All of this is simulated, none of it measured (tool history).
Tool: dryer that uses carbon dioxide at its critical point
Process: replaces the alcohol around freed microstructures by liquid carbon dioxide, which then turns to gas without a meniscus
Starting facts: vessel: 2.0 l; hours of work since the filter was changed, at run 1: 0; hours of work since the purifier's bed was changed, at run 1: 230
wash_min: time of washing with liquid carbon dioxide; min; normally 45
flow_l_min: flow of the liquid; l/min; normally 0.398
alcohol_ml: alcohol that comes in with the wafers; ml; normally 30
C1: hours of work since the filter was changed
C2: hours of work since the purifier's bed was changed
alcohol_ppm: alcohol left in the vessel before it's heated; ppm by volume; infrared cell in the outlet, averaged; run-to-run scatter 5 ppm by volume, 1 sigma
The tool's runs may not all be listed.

Run 1, hour 0: usual settings; C1 0; C2 230. Result: alcohol_ppm 23 ppm by volume.
Run 2, hour 44.3: usual settings; C1 18; C2 249. Result: alcohol_ppm 19 ppm by volume.
Run 3, hour 105.5: usual settings but flow_l_min 0.661 l/min; C1 43; C2 274. Result: alcohol_ppm 8 ppm by volume.
Run 4, hour 173.3: usual settings but flow_l_min 0.661 l/min; C1 71; C2 301. Result: alcohol_ppm 24 ppm by volume.
Run 5, hour 205: usual settings but flow_l_min 0.241 l/min; C1 84; C2 314. Result: alcohol_ppm 112 ppm by volume.
Run 6, hour 258.8: usual settings but flow_l_min 0.503 l/min; C1 106; C2 336. Result: alcohol_ppm 26 ppm by volume.
Run 7, hour 298.7: usual settings; C1 122; C2 352. Result: alcohol_ppm 36 ppm by volume.
Run 8, hour 359.4: usual settings; C1 147; C2 377. Result: alcohol_ppm 38 ppm by volume.
Run 9, hour 399.2: usual settings; C1 163; C2 394. Result: alcohol_ppm 32 ppm by volume.
Run 10, hour 441.7: usual settings; C1 181; C2 411. Result: alcohol_ppm 37 ppm by volume.
Run 11, hour 477.6: usual settings but alcohol_ml 87 ml; C1 195; C2 426. Result: alcohol_ppm 49 ppm by volume.
Run 12, hour 519: usual settings but alcohol_ml 87 ml; C1 212; C2 442. Result: alcohol_ppm 38 ppm by volume.
Run 13, hour 567.8: usual settings but wash_min 30 min; C1 232; C2 462. Result: alcohol_ppm 104 ppm by volume.
Run 14, hour 613.8: usual settings but wash_min 61 min; C1 251; C2 481. Result: alcohol_ppm 44 ppm by volume.
Run 15, hour 662.6: usual settings; C1 271; C2 501. Result: alcohol_ppm 42 ppm by volume.
Run 16, hour 708: usual settings; C1 289; C2 520. Result: alcohol_ppm 46 ppm by volume.
Run 17, hour 759.2: usual settings but alcohol_ml 22 ml; C1 310; C2 541. Result: alcohol_ppm 41 ppm by volume.
Run 18, hour 812.7: usual settings but alcohol_ml 22 ml; C1 332; C2 563. Result: alcohol_ppm 46 ppm by volume.
At hour 819.4: inlet filter changed.
Run 19, hour 881.2: usual settings; C1 25; C2 590. Result: alcohol_ppm 59 ppm by volume.
Run 20, hour 922.8: usual settings; C1 42; C2 607. Result: alcohol_ppm 45 ppm by volume.
Run 21, hour 959.3: usual settings; C1 57; C2 622. Result: alcohol_ppm 53 ppm by volume.
Run 22, hour 999.1: usual settings; C1 73; C2 638. Result: alcohol_ppm 47 ppm by volume.
Run 23, hour 1036.5: usual settings; C1 89; C2 654. Result: alcohol_ppm 53 ppm by volume.
Run 24, hour 1088.7: usual settings but wash_min 47 min; C1 110; C2 675. Result: alcohol_ppm 47 ppm by volume.
Run 25, hour 1158.9: usual settings but wash_min 60 min, flow_l_min 0.36 l/min, alcohol_ml 43 ml; C1 139; C2 704. Result: alcohol_ppm 54 ppm by volume.
Run 26, hour 1228.5: usual settings but wash_min 60 min, flow_l_min 0.36 l/min, alcohol_ml 43 ml; C1 167; C2 732. Result: alcohol_ppm 61 ppm by volume.
Run 27, hour 1264.5: usual settings but wash_min 41 min, flow_l_min 0.648 l/min, alcohol_ml 20 ml; C1 182; C2 747. Result: alcohol_ppm 57 ppm by volume.
Run 28, hour 1296.3: usual settings but wash_min 36 min, alcohol_ml 48 ml; C1 195; C2 760. Result: alcohol_ppm 77 ppm by volume.
Run 29, hour 1367.1: usual settings but wash_min 42 min, flow_l_min 0.645 l/min, alcohol_ml 59 ml; C1 224; C2 789. Result: alcohol_ppm 64 ppm by volume.
Run 30, hour 1419.4: usual settings but flow_l_min 0.28 l/min, alcohol_ml 38 ml; C1 245; C2 810. Result: alcohol_ppm 124 ppm by volume.
Run 31, hour 1467.6: usual settings but wash_min 65 min, flow_l_min 0.546 l/min, alcohol_ml 118 ml; C1 265; C2 830. Result: alcohol_ppm 65 ppm by volume.
Run 32, hour 1500.3: usual settings but wash_min 65 min, flow_l_min 0.546 l/min, alcohol_ml 118 ml; C1 278; C2 843. Result: alcohol_ppm 63 ppm by volume.
Run 33, hour 1541.2: usual settings but wash_min 65 min, flow_l_min 0.546 l/min, alcohol_ml 118 ml; C1 295; C2 860. Result: alcohol_ppm 66 ppm by volume.
Run 34, hour 1610.1: usual settings but wash_min 30 min, alcohol_ml 35 ml; C1 323; C2 888. Result: alcohol_ppm 163 ppm by volume.
At hour 1633.7: inlet filter changed.
Run 35, hour 1671.2: usual settings but wash_min 30 min, flow_l_min 0.637 l/min, alcohol_ml 35 ml; C1 15; C2 913. Result: alcohol_ppm 70 ppm by volume.
Run 36, hour 1700.7: usual settings but wash_min 59 min, flow_l_min 0.556 l/min, alcohol_ml 38 ml; C1 27; C2 925. Result: alcohol_ppm 77 ppm by volume.
Run 37, hour 1756.7: usual settings but wash_min 70 min, flow_l_min 0.31 l/min, alcohol_ml 89 ml; C1 50; C2 947. Result: alcohol_ppm 80 ppm by volume.
Run 38, hour 1822.6: usual settings but flow_l_min 0.46 l/min, alcohol_ml 52 ml; C1 77; C2 974. Result: alcohol_ppm 81 ppm by volume.
Run 39, hour 1870.5: usual settings but flow_l_min 0.667 l/min, alcohol_ml 58 ml; C1 97; C2 994. Result: alcohol_ppm 72 ppm by volume.
Run 40, hour 1914.4: usual settings but flow_l_min 0.667 l/min, alcohol_ml 58 ml; C1 115; C2 1012. Result: alcohol_ppm 69 ppm by volume.
Run 41, hour 1953.4: usual settings but wash_min 37 min, alcohol_ml 106 ml; C1 131; C2 1028. Result: alcohol_ppm 130 ppm by volume.
Run 42, hour 2021.2: usual settings but wash_min 37 min, flow_l_min 0.391 l/min, alcohol_ml 33 ml; C1 158; C2 1056. Result: alcohol_ppm 106 ppm by volume.
Run 43, hour 2049.9: usual settings but alcohol_ml 73 ml; C1 170; C2 1067. Result: alcohol_ppm 100 ppm by volume.
Run 44, hour 2116.2: usual settings but wash_min 58 min, alcohol_ml 73 ml; C1 197; C2 1094. Result: alcohol_ppm 83 ppm by volume.
Run 45, hour 2182.5: usual settings but wash_min 68 min, flow_l_min 0.246 l/min, alcohol_ml 22 ml; C1 224; C2 1121. Result: alcohol_ppm 101 ppm by volume.

What does the tool deliver on the next run?
At hour 2223: purifier's bed changed.
Run 46, hour 2227.6: usual settings but alcohol_ml 21 ml; C1 241; C2 2. Result: alcohol_ppm ?.

alcohol_ppm: 3 ppm by volume
Without the tool's hidden state the same run would have given alcohol_ppm 1 ppm by volume.
